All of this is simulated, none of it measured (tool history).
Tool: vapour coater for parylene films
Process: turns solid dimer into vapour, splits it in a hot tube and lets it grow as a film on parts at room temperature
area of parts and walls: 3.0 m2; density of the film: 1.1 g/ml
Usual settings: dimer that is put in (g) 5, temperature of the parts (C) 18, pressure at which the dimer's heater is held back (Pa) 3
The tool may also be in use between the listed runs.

run	day	dimer that is put in (g)	temperature of the parts (C)	pressure at which the dimer's heater is held back (Pa)	thickness of the film (µm)
1	0	5	18	3	0.912
2	1.338	5	18	3	0.918
3	2.654	5	26	3	0.715
4	3.571	5	18	9.1	0.748
5	4.629	5	18	4.66	0.845
6	5.488	5	18	4.66	0.839
7	6.192	5	18	4.66	0.839
8	7.279	5	18	2.88	0.922
9	8.008	5	18	3	0.91
10	9.296	5	18	3	0.914
11	10.479	5	18	3	0.913
12	11.812	5	18	3	0.915
13	13.075	5	18	3	0.919
14	14.388	5	29	3	0.659
15	15.012	5	29	3	0.658
16	15.858	5	22	3	0.805
17	17.058	5	22	3	0.81
18	18.133	5	22	3	0.815
19	19.408	5	22	3	0.814
20	20.329	5	22	3	0.811
21	21.525	5	22	3	0.809
22	22.175	5	10	4.47	1.081
23	23.25	6	18	6.79	0.947
24	23.812	6	15	6.79	1.035
25	25.15	6	15	6.79	1.036
26	26.183	3	27	2.85	0.419
27	26.971	4	16	3.59	0.75
28	27.629	7	18	10.61	1.018
29	28.375	2	13	3.04	0.425
30	29.654	2	13	3.04	0.427
31	30.662	2	13	3.04	0.428
32	31.954	6	21	11.56	0.788
33	33.038	3	12	6.63	0.566
34	33.642	5	26	8.74	0.59
35	34.312	5	26	8.74	0.595
36	34.85	3	12	3	0.656
37	35.4	6	21	3	1.004
38	36.308	8	16	3.19	1.539
39	37.183	5	16	2.88	0.973
40	38.125	5	15	2.47	1.036
41	39.258	3	20	2.4	0.538
42	40.275	3	26	4.42	0.404

Taken out of this log: 2 entries between the listed runs. Where each belongs, and how the hidden state differs across it:
Between runs 11 and 12: trap's valve overhauled (day 11.179)
  vapour lost through the trap's worn valve, %: 0.1 -> 0
Between runs 32 and 33: trap's valve overhauled (day 32.654)
  vapour lost through the trap's worn valve, %: 0.1 -> 0
